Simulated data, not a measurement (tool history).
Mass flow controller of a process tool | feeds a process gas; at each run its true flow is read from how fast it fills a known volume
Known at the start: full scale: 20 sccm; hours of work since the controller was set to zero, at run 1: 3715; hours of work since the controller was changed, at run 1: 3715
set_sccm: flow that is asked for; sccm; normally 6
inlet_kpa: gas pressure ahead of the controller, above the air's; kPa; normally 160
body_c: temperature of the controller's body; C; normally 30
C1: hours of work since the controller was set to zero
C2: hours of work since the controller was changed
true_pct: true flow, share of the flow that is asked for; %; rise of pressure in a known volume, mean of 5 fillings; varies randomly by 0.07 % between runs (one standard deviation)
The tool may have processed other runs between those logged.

run 1 day=0 | set_sccm=6 inlet_kpa=160 body_c=30 | C1=3715 C2=3715 | true_pct=97.79
run 2 day=5.292 | set_sccm=6 inlet_kpa=160 body_c=30 | C1=3812 C2=3812 | true_pct=97.77
run 3 day=11.629 | set_sccm=6 inlet_kpa=160 body_c=30 | C1=3929 C2=3929 | true_pct=97.87
run 4 day=18.583 | set_sccm=6 inlet_kpa=160 body_c=30 | C1=4056 C2=4056 | true_pct=97.83
run 5 day=22.692 | set_sccm=6 inlet_kpa=160 body_c=30 | C1=4132 C2=4132 | true_pct=97.69
run 6 day=29.733 | set_sccm=5 inlet_kpa=160 body_c=30 | C1=4261 C2=4261 | true_pct=97.61
run 7 day=34.783 | set_sccm=6 inlet_kpa=160 body_c=30 | C1=4353 C2=4353 | true_pct=97.72
run 8 day=39.562 | set_sccm=6 inlet_kpa=160 body_c=30 | C1=4441 C2=4441 | true_pct=97.52
run 9 day=42.538 | set_sccm=6 inlet_kpa=252 body_c=30 | C1=4496 C2=4496 | true_pct=97.4
run 10 day=47.012 | set_sccm=6 inlet_kpa=252 body_c=30 | C1=4578 C2=4578 | true_pct=97.12
run 11 day=53.833 | set_sccm=6 inlet_kpa=252 body_c=30 | C1=4703 C2=4703 | true_pct=97
run 12 day=58.288 | set_sccm=6 inlet_kpa=160 body_c=36 | C1=4785 C2=4785 | true_pct=97.25
run 13 day=64.438 | set_sccm=6 inlet_kpa=160 body_c=36 | C1=4897 C2=4897 | true_pct=97.21
run 14 day=67.879 | set_sccm=6 inlet_kpa=237 body_c=30 | C1=4961 C2=4961 | true_pct=97.13
run 15 day=72.217 | set_sccm=6 inlet_kpa=237 body_c=30 | C1=5040 C2=5040 | true_pct=96.94
run 16 day=78.021 | set_sccm=6 inlet_kpa=237 body_c=30 | C1=5147 C2=5147 | true_pct=97.04
run 17 day=82.183 | set_sccm=6 inlet_kpa=160 body_c=38 | C1=5223 C2=5223 | true_pct=97.03
run 18 day=85.4 | set_sccm=6 inlet_kpa=160 body_c=38 | C1=5282 C2=5282 | true_pct=97.08
run 19 day=88.633 | set_sccm=9 inlet_kpa=235 body_c=34 | C1=5341 C2=5341 | true_pct=97.28
run 20 day=92.15 | set_sccm=19 inlet_kpa=171 body_c=34 | C1=5406 C2=5406 | true_pct=98.92
run 21 day=97.467 | set_sccm=19 inlet_kpa=171 body_c=34 | C1=5503 C2=5503 | true_pct=98.91
run 22 day=104.033 | set_sccm=19 inlet_kpa=171 body_c=34 | C1=5624 C2=5624 | true_pct=98.81
run 23 day=110.425 | set_sccm=19 inlet_kpa=171 body_c=34 | C1=5741 C2=5741 | true_pct=98.85
run 24 day=113.738 | set_sccm=19 inlet_kpa=171 body_c=34 | C1=5802 C2=5802 | true_pct=98.79
run 25 day=118.804 | set_sccm=19 inlet_kpa=160 body_c=20 | C1=5895 C2=5895 | true_pct=99.31
run 26 day=123.342 | set_sccm=6 inlet_kpa=259 body_c=30 | C1=5978 C2=5978 | true_pct=96.66
-- day=126.417 controller's zero set anew
run 27 day=126.45 | set_sccm=6 inlet_kpa=259 body_c=30 | C1=1 C2=6034 | true_pct=96.51
run 28 day=130.15 | set_sccm=15 inlet_kpa=141 body_c=27 | C1=68 C2=6102 | true_pct=98.45
run 29 day=135.442 | set_sccm=5 inlet_kpa=191 body_c=33 | C1=166 C2=6199 | true_pct=96.62

Consider 4 possible next runs. They are alternatives, not a sequence: every one starts from the tool as it was left by run 29. What does each give?
run A day=142.142 | set_sccm=5 inlet_kpa=187 body_c=26 | C1=288 C2=6322 | true_pct=?
run B day=142.142 | set_sccm=5 inlet_kpa=247 body_c=35 | C1=288 C2=6322 | true_pct=?
run C day=142.142 | set_sccm=6 inlet_kpa=191 body_c=29 | C1=288 C2=6322 | true_pct=?
run D day=142.142 | set_sccm=5 inlet_kpa=236 body_c=32 | C1=288 C2=6322 | true_pct=?

run=A true_pct=96.85
run=B true_pct=96.3
run=C true_pct=96.81
run=D true_pct=96.39
Without the tool's hidden state the same runs would have given:
run=A true_pct=97.84
run=B true_pct=97.28
run=C true_pct=97.8
run=D true_pct=97.38

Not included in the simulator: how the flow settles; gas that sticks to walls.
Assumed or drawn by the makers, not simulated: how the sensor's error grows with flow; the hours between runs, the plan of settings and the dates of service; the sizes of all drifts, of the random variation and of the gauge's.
